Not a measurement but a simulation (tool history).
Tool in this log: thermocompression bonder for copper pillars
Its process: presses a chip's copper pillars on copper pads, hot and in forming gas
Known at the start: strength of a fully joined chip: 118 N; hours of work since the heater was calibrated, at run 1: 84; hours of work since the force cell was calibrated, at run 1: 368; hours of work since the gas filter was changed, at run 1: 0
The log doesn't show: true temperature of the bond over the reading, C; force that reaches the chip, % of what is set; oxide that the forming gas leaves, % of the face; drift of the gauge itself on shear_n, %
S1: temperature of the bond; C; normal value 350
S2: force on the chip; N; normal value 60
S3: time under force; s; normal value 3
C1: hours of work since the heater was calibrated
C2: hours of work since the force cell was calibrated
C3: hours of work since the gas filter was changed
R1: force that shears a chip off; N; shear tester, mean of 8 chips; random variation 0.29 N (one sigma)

| run | hour | S1 | S2 | S3 | C1 | C2 | C3 | R1 |
|---|---|---|---|---|---|---|---|---|
| 1 | 0 | 350 | 60 | 3 | 84 | 368 | 0 | 62 |
| 2 | 44.6 | 350 | 60 | 3 | 118 | 402 | 34 | 61.8 |
| 3 | 65.6 | 353 | 60 | 3 | 134 | 418 | 50 | 63 |
| 4 | 90.8 | 353 | 60 | 3 | 154 | 437 | 69 | 63.5 |
| 5 | 123.9 | 353 | 47 | 3 | 179 | 462 | 94 | 52.5 |
| 6 | 166.5 | 353 | 47 | 3 | 211 | 495 | 127 | 52.5 |
| 7 | 202.1 | 353 | 47 | 3 | 238 | 522 | 154 | 52.9 |
| 8 | 235 | 350 | 68 | 3 | 263 | 547 | 179 | 67 |
| 9 | 261.4 | 350 | 68 | 3 | 284 | 567 | 199 | 67.1 |
| 10 | 305 | 350 | 68 | 3 | 317 | 600 | 233 | 66.6 |
|  | 327.1 | forming gas filter changed |
| 11 | 340.7 | 350 | 68 | 3 | 344 | 627 | 10 | 67 |
| 12 | 372.1 | 350 | 60 | 3 | 368 | 651 | 34 | 61.3 |
| 13 | 400.2 | 350 | 60 | 3 | 389 | 673 | 56 | 60.9 |
| 14 | 435.9 | 350 | 60 | 3 | 416 | 700 | 83 | 61.2 |
| 15 | 469.4 | 350 | 60 | 3 | 442 | 725 | 109 | 60.7 |
| 16 | 507.6 | 350 | 60 | 3 | 471 | 754 | 138 | 61.1 |
| 17 | 537.1 | 350 | 60 | 3 | 493 | 777 | 160 | 61.1 |
| 18 | 563 | 350 | 60 | 3 | 513 | 797 | 180 | 60.6 |
| 19 | 597.5 | 350 | 60 | 3 | 539 | 823 | 206 | 60.7 |
| 20 | 621.4 | 350 | 86 | 3 | 558 | 841 | 224 | 77.1 |
|  | 652.6 | forming gas filter changed |
| 21 | 662.4 | 350 | 75 | 2 | 589 | 872 | 7 | 62.5 |
| 22 | 689.8 | 367 | 75 | 3 | 609 | 893 | 28 | 79.8 |
| 23 | 724.5 | 367 | 75 | 3 | 636 | 919 | 55 | 80.1 |
| 24 | 762.1 | 367 | 41 | 5 | 665 | 948 | 83 | 62.5 |
| 25 | 782.1 | 367 | 41 | 5 | 680 | 963 | 99 | 63.1 |
| 26 | 814.7 | 367 | 41 | 5 | 705 | 988 | 124 | 61.9 |
| 27 | 850.4 | 361 | 36 | 3 | 732 | 1015 | 151 | 44.5 |
| 28 | 893.9 | 351 | 56 | 6 | 765 | 1049 | 184 | 71.9 |
| 29 | 917.9 | 339 | 51 | 6 | 783 | 1067 | 202 | 61.8 |
| 30 | 957.7 | 350 | 53 | 3 | 814 | 1097 | 233 | 54.7 |
|  | 978 | forming gas filter changed |
| 31 | 979.2 | 362 | 69 | 2 | 830 | 1113 | 1 | 64.3 |
| 32 | 1019.9 | 350 | 46 | 5 | 861 | 1144 | 32 | 58.5 |

Run 33 has not been measured yet. What should we expect?
|  | 1044.4 | gauge calibrated |
| 33 | 1063.5 | 365 | 45 | 2 | 894 | 1177 | 65 | ? |

{"run 33": {"R1": 48.4}}
Take away the tool's hidden state, keep the run-to-run variation as it was, and the same run would have given R1 48.3 N.
